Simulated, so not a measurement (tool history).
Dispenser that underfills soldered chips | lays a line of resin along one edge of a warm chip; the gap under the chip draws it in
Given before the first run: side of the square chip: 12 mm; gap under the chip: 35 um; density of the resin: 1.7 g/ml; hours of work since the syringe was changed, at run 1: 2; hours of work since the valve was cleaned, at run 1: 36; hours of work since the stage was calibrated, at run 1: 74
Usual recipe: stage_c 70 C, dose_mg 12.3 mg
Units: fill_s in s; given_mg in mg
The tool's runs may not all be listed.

run   hour  stage_c  dose_mg  hours of work since the syringe was changed  hours of work since the valve was cleaned  hours of work since the stage was calibrated  fill_s  given_mg
  1    0.0       70     12.3                                            2                                         36                                            74   203.9     11.84
  2    5.7       70     12.3                                            7                                         40                                            79   256.3     11.83
       6.9  -- new syringe of resin
  3   12.9       70     12.3                                            5                                         46                                            84   225.6     11.81
      17.1  -- new syringe of resin
  4   18.7       70     12.3                                            1                                         50                                            88   185.7     11.61
  5   26.2       70     12.3                                            7                                         55                                            94   255.2     11.74
      27.1  -- new syringe of resin
      29.7  -- dispensing valve cleaned and set on the balance
  6   33.7       70     12.3                                            4                                          3                                            98   220.0     12.25
      38.0  -- new syringe of resin
  7   42.1       55     12.3                                            3                                          9                                           104   374.8     12.14
      47.9  -- new syringe of resin
  8   47.9       55     12.3                                            0                                         13                                           108   318.6     12.09
      57.6  -- new syringe of resin
  9   57.7       77     12.3                                            0                                         21                                           116   136.1     12.02
 10   65.0       77     12.3                                            6                                         26                                           121   180.9     11.93
      67.3  -- new syringe of resin
 11   72.6       77     12.3                                            4                                         32                                           127   167.5     11.81
      77.4  -- new syringe of resin
 12   82.3       70     12.3                                            4                                         39                                           134   216.2     11.70
      87.5  -- new syringe of resin
 13   90.1       69     12.3                                            2                                         44                                           140   205.0     11.76
 14   94.7       69     11.7                                            5                                         48                                           143   249.1     11.21
      97.6  -- new syringe of resin
 15  102.2       69     13.8                                            4                                         53                                           148   218.3     13.09
     107.9  -- new syringe of resin
     108.9  -- dispensing valve cleaned and set on the balance
 16  113.0       69     13.8                                            3                                          3                                           156   216.1     13.74
     119.0  -- new syringe of resin
 17  122.3       70     12.3                                            2                                         10                                           162   197.8     12.19
 18  127.9       70     12.3                                            7                                         14                                           167   255.5     12.23
     129.0  -- new syringe of resin
 19  136.9       70     15.9                                            6                                         21                                           173   239.7     15.79
     139.2  -- new syringe of resin
 20  145.3       70     15.9                                            5                                         27                                           179   224.3     15.53
     149.2  -- new syringe of resin
 21  152.4       70     15.9                                            2                                         32                                           185   201.4     15.51
     159.6  -- new syringe of resin
 22  161.8       70     15.9                                            2                                         39                                           191   188.1     15.41
     169.7  -- new syringe of resin
 23  170.7       73     15.2                                            1                                         45                                           198   160.2     14.63
 24  177.6       68     14.5                                            6                                         51                                           203   261.0     13.85
     179.5  -- new syringe of resin
 25  181.9       67     12.7                                            2                                         54                                           206   221.8     12.14
     187.4  -- dispensing valve cleaned and set on the balance
 26  187.7       64     14.7                                            5                                          0                                           210   301.6     14.78
     190.3  -- new syringe of resin
 27  196.3       66     12.3                                            5                                          6                                           216   268.7     12.31
     200.1  -- new syringe of resin
 28  204.7       66     12.3                                            3                                         13                                           222   250.0     12.16
 29  208.9       83     11.9                                            7                                         16                                           225   162.2     11.79
     210.0  -- new syringe of resin
 30  216.6       75     10.6                                            5                                         21                                           231   205.9     10.37
     220.1  -- new syringe of resin
 31  224.0       60     10.6                                            3                                         27                                           236   336.3     10.35
 32  228.5       77     14.3                                            6                                         30                                           240   191.9     13.73
     230.5  -- new syringe of resin
 33  237.2       77     14.3                                            5                                         37                                           246   178.7     13.76
     240.3  -- new syringe of resin
 34  245.3       77     14.3                                            4                                         42                                           252   166.9     13.83
     250.4  -- new syringe of resin
 35  254.8       79     14.7                                            3                                         49                                           259   149.1     13.99

Hidden state or all else? Some run-to-run changes of fill_s, split into what the settings, what came in and random variation would give without the hidden state, and what is left for the hidden state (with any gauge scatter that isn't in both results):
The tool's hidden condition here consists of: resin's viscosity, % of fresh resin's; dose that the valve gives, % of what is set; true chip temperature over the reading, C; drift of the gauge itself on fill_s, %; drift of the gauge itself on given_mg, %.
Run 4 -> 5: nothing adjusted, nothing logged. fill_s +69.5 s: hidden state +69.9, all else -0.4.
Run 6 -> 7: stage_c 70 -> 55, new syringe of resin. fill_s +154.8 s: hidden state +15.3, all else +139.5.
Run 7 -> 8: new syringe of resin. fill_s -56.2 s: hidden state -61.6, all else +5.4.
Run 8 -> 9: stage_c 55 -> 77, new syringe of resin. fill_s -182.5 s: hidden state -0.5, all else -182.0.
Run 23 -> 24: stage_c 73 -> 68, dose_mg 15.2 -> 14.5. fill_s +100.8 s: hidden state +69.0, all else +31.8.
Run 31 -> 32: stage_c 60 -> 77, dose_mg 10.6 -> 14.3. fill_s -144.4 s: hidden state -2.4, all else -142.0.
